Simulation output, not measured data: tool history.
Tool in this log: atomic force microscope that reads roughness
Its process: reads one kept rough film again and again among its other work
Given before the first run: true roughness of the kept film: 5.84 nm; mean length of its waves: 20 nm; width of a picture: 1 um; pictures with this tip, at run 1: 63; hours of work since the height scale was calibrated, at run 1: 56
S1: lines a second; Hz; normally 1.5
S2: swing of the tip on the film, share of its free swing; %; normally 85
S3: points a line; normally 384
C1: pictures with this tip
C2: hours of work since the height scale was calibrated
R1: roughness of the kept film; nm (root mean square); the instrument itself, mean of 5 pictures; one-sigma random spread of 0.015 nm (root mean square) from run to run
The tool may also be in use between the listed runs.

run   hour    S1  S2   S3   C1  C2     R1
  1      0   1.5  85  384   63  56  2.902
  2   15.5   1.5  85  384   85  63   2.76
  3   31.8   1.5  85  384  108  70  2.619
  4   45.2   1.5  85  384  126  76  2.518
  5   55.2   1.5  85  384  140  81  2.441
  6     63   1.5  85  384  151  84  2.391
  7   73.9  0.86  85  384  167  89  2.471
  8   84.2   1.5  85  384  181  94  2.253
  9   93.8  1.27  72  434  194  98  2.372
      95.7  -- height scale calibrated on a step standard
      99.6  -- new tip fitted
 10  109.2   1.5  61  368   14   6  3.702
 11  124.7   1.5  61  368   35  13  3.523
 12  136.7   1.5  61  368   52  18  3.338
 13  144.1  1.29  85  384   62  22   2.98
 14  154.1  1.29  85  384   76  26  2.869
 15  162.2  1.29  85  384   88  30  2.788

Alternative continuations, all from the tool just after run 15; predict every row:
     165.7  -- height scale calibrated on a step standard, once more
  A  173.9   1.5  65  401  103   4   ?
     165.7  -- height scale calibrated on a step standard, once more
  B  173.9  1.25  74  592  103   4   ?
     165.7  -- height scale calibrated on a step standard, once more
  C  173.9  1.93  72  384  103   4   ?
     165.7  -- height scale calibrated on a step standard, once more
  D  173.9  0.57  59  384  103   4   ?

run     R1
  A  2.921
  B  2.884
  C   2.78
  D  3.024
Had the tool no hidden state, the same runs would have come out as:
run     R1
  A    3.9
  B   3.85
  C  3.713
  D  4.038

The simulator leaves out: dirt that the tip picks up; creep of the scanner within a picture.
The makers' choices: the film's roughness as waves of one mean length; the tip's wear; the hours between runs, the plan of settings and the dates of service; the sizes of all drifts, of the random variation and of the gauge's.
